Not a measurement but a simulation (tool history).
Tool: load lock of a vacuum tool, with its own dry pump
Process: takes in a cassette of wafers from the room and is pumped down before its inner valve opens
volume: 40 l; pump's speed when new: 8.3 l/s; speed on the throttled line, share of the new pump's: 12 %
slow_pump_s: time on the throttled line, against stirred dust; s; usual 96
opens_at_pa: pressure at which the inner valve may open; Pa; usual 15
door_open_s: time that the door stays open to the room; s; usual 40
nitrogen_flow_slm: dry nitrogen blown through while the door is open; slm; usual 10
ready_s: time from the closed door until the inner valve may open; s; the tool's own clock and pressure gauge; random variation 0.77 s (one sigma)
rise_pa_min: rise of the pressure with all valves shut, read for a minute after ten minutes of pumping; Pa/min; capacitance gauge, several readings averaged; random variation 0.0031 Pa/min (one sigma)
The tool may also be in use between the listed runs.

| run | hour | slow_pump_s | opens_at_pa | door_open_s | nitrogen_flow_slm | incoming humidity of the room's air, % | ready_s | rise_pa_min |
|---|---|---|---|---|---|---|---|---|
| 1 | 0 | 96 | 15 | 40 | 10 | 43.9 | 131.6 | 0.053 |
| 2 | 590.4 | 96 | 15 | 59 | 10 | 45.8 | 130.4 | 0.078 |
| 3 | 1305.8 | 96 | 15 | 59 | 10 | 46.3 | 132.4 | 0.078 |
| 4 | 1761.4 | 96 | 15 | 59 | 10 | 42.8 | 132.7 | 0.069 |
| 5 | 2471.9 | 96 | 15 | 59 | 10 | 50.7 | 132.2 | 0.089 |
| 6 | 2872.4 | 96 | 15 | 59 | 10 | 44.6 | 133 | 0.077 |
| 7 | 3399.7 | 96 | 15 | 40 | 10 | 47.1 | 132.8 | 0.069 |
| 8 | 4059 | 96 | 15 | 40 | 10 | 43.6 | 133.6 | 0.064 |
| 9 | 4423.1 | 96 | 15 | 40 | 10 | 44.5 | 132.3 | 0.067 |
| 10 | 4721.5 | 96 | 15 | 120 | 10 | 43.9 | 135.5 | 0.121 |
| 11 | 5051.7 | 96 | 15 | 120 | 5 | 45.9 | 134.1 | 0.136 |
| 12 | 5499 | 96 | 15 | 120 | 5 | 44.8 | 135.2 | 0.132 |
| 13 | 5838.5 | 59 | 11 | 118 | 10 | 45.7 | 105 | 0.13 |
| 14 | 6485 | 119 | 15 | 143 | 10 | 44.9 | 155 | 0.139 |
| 15 | 6790.9 | 96 | 13 | 40 | 5 | 44.3 | 135.5 | 0.078 |
|  | 6895 | dry pump taken out, an overhauled one fitted |
| 16 | 7373.5 | 96 | 13 | 40 | 5 | 45 | 129.4 | 0.083 |
| 17 | 7682.3 | 170 | 22 | 154 | 8 | 46.1 | 191.3 | 0.156 |
| 18 | 8165.6 | 96 | 15 | 45 | 10 | 42 | 128.5 | 0.078 |

5 ways to go on from here, each from the tool as it stands after run 18. What would each give?
| A | 8463.2 | 96 | 14 | 44 | 11 | 43.1 | ? | ? |
| B | 8463.2 | 96 | 16 | 40 | 10 | 46 | ? | ? |
| C | 8463.2 | 79 | 15 | 96 | 10 | 42.7 | ? | ? |
| D | 8463.2 | 111 | 19 | 45 | 10 | 43.2 | ? | ? |
| E | 8463.2 | 104 | 14 | 40 | 39 | 44.3 | ? | ? |

| run | ready_s | rise_pa_min |
|---|---|---|
| A | 128.7 | 0.078 |
| B | 128.9 | 0.076 |
| C | 113.7 | 0.11 |
| D | 140.3 | 0.085 |
| E | 135.7 | 0.054 |
Without the tool's hidden state the same runs would have given:
| run | ready_s | rise_pa_min |
|---|---|---|
| A | 127.6 | 0.055 |
| B | 128 | 0.054 |
| C | 112.7 | 0.087 |
| D | 139.5 | 0.061 |
| E | 134.8 | 0.031 |
